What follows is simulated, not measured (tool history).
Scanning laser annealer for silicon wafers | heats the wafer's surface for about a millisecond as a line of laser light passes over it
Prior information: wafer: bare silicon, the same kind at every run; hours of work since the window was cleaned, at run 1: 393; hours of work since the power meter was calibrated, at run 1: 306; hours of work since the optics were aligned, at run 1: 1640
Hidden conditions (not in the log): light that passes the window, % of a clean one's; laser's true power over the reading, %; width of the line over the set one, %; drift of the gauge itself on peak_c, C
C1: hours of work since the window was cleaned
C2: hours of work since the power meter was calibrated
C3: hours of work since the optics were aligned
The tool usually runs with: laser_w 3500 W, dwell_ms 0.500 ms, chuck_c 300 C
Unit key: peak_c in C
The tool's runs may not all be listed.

run 1 hour=0.0 | laser_w=3500 dwell_ms=0.500 chuck_c=300 | C1=393 C2=306 C3=1640 | peak_c=1124
run 2 hour=10.3 | laser_w=3500 dwell_ms=0.500 chuck_c=300 | C1=400 C2=313 C3=1647 | peak_c=1126
run 3 hour=18.1 | laser_w=3500 dwell_ms=0.500 chuck_c=300 | C1=406 C2=319 C3=1653 | peak_c=1123
run 4 hour=27.9 | laser_w=3471 dwell_ms=0.500 chuck_c=300 | C1=413 C2=326 C3=1660 | peak_c=1114
run 5 hour=36.6 | laser_w=3471 dwell_ms=0.500 chuck_c=300 | C1=419 C2=333 C3=1667 | peak_c=1114
run 6 hour=42.9 | laser_w=3160 dwell_ms=0.500 chuck_c=300 | C1=424 C2=337 C3=1671 | peak_c=1032
run 7 hour=54.2 | laser_w=3500 dwell_ms=0.529 chuck_c=300 | C1=432 C2=346 C3=1680 | peak_c=1150
run 8 hour=64.6 | laser_w=3500 dwell_ms=0.529 chuck_c=300 | C1=440 C2=353 C3=1687 | peak_c=1151
run 9 hour=70.3 | laser_w=3500 dwell_ms=0.500 chuck_c=300 | C1=444 C2=357 C3=1691 | peak_c=1121
run 10 hour=81.3 | laser_w=3500 dwell_ms=0.500 chuck_c=300 | C1=452 C2=365 C3=1699 | peak_c=1123
run 11 hour=91.7 | laser_w=3613 dwell_ms=0.500 chuck_c=300 | C1=460 C2=373 C3=1707 | peak_c=1153
run 12 hour=97.3 | laser_w=3500 dwell_ms=0.500 chuck_c=300 | C1=464 C2=377 C3=1711 | peak_c=1125
run 13 hour=107.2 | laser_w=3500 dwell_ms=0.417 chuck_c=300 | C1=471 C2=384 C3=1718 | peak_c=1039
run 14 hour=118.1 | laser_w=3500 dwell_ms=0.417 chuck_c=300 | C1=479 C2=392 C3=1726 | peak_c=1038
run 15 hour=126.4 | laser_w=3500 dwell_ms=0.500 chuck_c=300 | C1=485 C2=398 C3=1732 | peak_c=1120
run 16 hour=131.5 | laser_w=3500 dwell_ms=0.576 chuck_c=300 | C1=489 C2=402 C3=1736 | peak_c=1192
run 17 hour=142.8 | laser_w=3500 dwell_ms=0.500 chuck_c=300 | C1=497 C2=410 C3=1744 | peak_c=1124
run 18 hour=153.5 | laser_w=3500 dwell_ms=0.500 chuck_c=300 | C1=505 C2=418 C3=1752 | peak_c=1124
run 19 hour=163.6 | laser_w=3500 dwell_ms=0.505 chuck_c=300 | C1=512 C2=426 C3=1760 | peak_c=1126
run 20 hour=172.8 | laser_w=3500 dwell_ms=0.505 chuck_c=300 | C1=519 C2=432 C3=1766 | peak_c=1130
run 21 hour=181.0 | laser_w=3500 dwell_ms=0.505 chuck_c=300 | C1=525 C2=438 C3=1772 | peak_c=1127
run 22 hour=189.0 | laser_w=3500 dwell_ms=0.505 chuck_c=300 | C1=531 C2=444 C3=1778 | peak_c=1125
run 23 hour=198.5 | laser_w=3500 dwell_ms=0.505 chuck_c=300 | C1=538 C2=451 C3=1785 | peak_c=1126
run 24 hour=204.1 | laser_w=3425 dwell_ms=0.364 chuck_c=261 | C1=542 C2=455 C3=1789 | peak_c=928
run 25 hour=210.6 | laser_w=3425 dwell_ms=0.364 chuck_c=261 | C1=547 C2=460 C3=1794 | peak_c=931
run 26 hour=219.5 | laser_w=3425 dwell_ms=0.364 chuck_c=294 | C1=553 C2=466 C3=1800 | peak_c=961
run 27 hour=228.3 | laser_w=3425 dwell_ms=0.466 chuck_c=294 | C1=560 C2=473 C3=1807 | peak_c=1064
run 28 hour=234.4 | laser_w=3500 dwell_ms=0.488 chuck_c=335 | C1=564 C2=477 C3=1811 | peak_c=1147
run 29 hour=241.5 | laser_w=3500 dwell_ms=0.488 chuck_c=321 | C1=569 C2=482 C3=1816 | peak_c=1135
run 30 hour=249.8 | laser_w=3500 dwell_ms=0.488 chuck_c=321 | C1=575 C2=489 C3=1823 | peak_c=1134
run 31 hour=260.0 | laser_w=3633 dwell_ms=0.439 chuck_c=261 | C1=583 C2=496 C3=1830 | peak_c=1057
run 32 hour=266.9 | laser_w=3791 dwell_ms=0.407 chuck_c=267 | C1=588 C2=501 C3=1835 | peak_c=1071
run 33 hour=277.0 | laser_w=3791 dwell_ms=0.407 chuck_c=267 | C1=595 C2=508 C3=1842 | peak_c=1067
run 34 hour=285.6 | laser_w=3192 dwell_ms=0.442 chuck_c=288 | C1=602 C2=515 C3=1849 | peak_c=977
run 35 hour=295.6 | laser_w=3351 dwell_ms=0.608 chuck_c=334 | C1=609 C2=522 C3=1856 | peak_c=1210
run 36 hour=304.7 | laser_w=3340 dwell_ms=0.356 chuck_c=338 | C1=616 C2=529 C3=1863 | peak_c=974
run 37 hour=312.5 | laser_w=3340 dwell_ms=0.356 chuck_c=338 | C1=621 C2=534 C3=1868 | peak_c=977
run 38 hour=319.4 | laser_w=3738 dwell_ms=0.580 chuck_c=331 | C1=626 C2=539 C3=1873 | peak_c=1293
-- hour=328.3 optics aligned, line set to its width
run 39 hour=332.6 | laser_w=3738 dwell_ms=0.580 chuck_c=331 | C1=632 C2=545 C3=3 | peak_c=1298
run 40 hour=338.4 | laser_w=3448 dwell_ms=0.580 chuck_c=303 | C1=636 C2=550 C3=7 | peak_c=1185
run 41 hour=347.4 | laser_w=3040 dwell_ms=0.469 chuck_c=335 | C1=643 C2=556 C3=14 | peak_c=1011

Alternative continuations, all from the tool just after run 41; predict every row:
run A hour=355.5 | laser_w=3728 dwell_ms=0.507 chuck_c=274 | C1=649 C2=562 C3=20 | peak_c=?
run B hour=355.5 | laser_w=3735 dwell_ms=0.358 chuck_c=319 | C1=649 C2=562 C3=20 | peak_c=?
run C hour=355.5 | laser_w=3203 dwell_ms=0.590 chuck_c=335 | C1=649 C2=562 C3=20 | peak_c=?

run=A peak_c=1167
run=B peak_c=1050
run=C peak_c=1154
With no hidden state in the tool, these same runs would have given:
run=A peak_c=1168
run=B peak_c=1050
run=C peak_c=1155
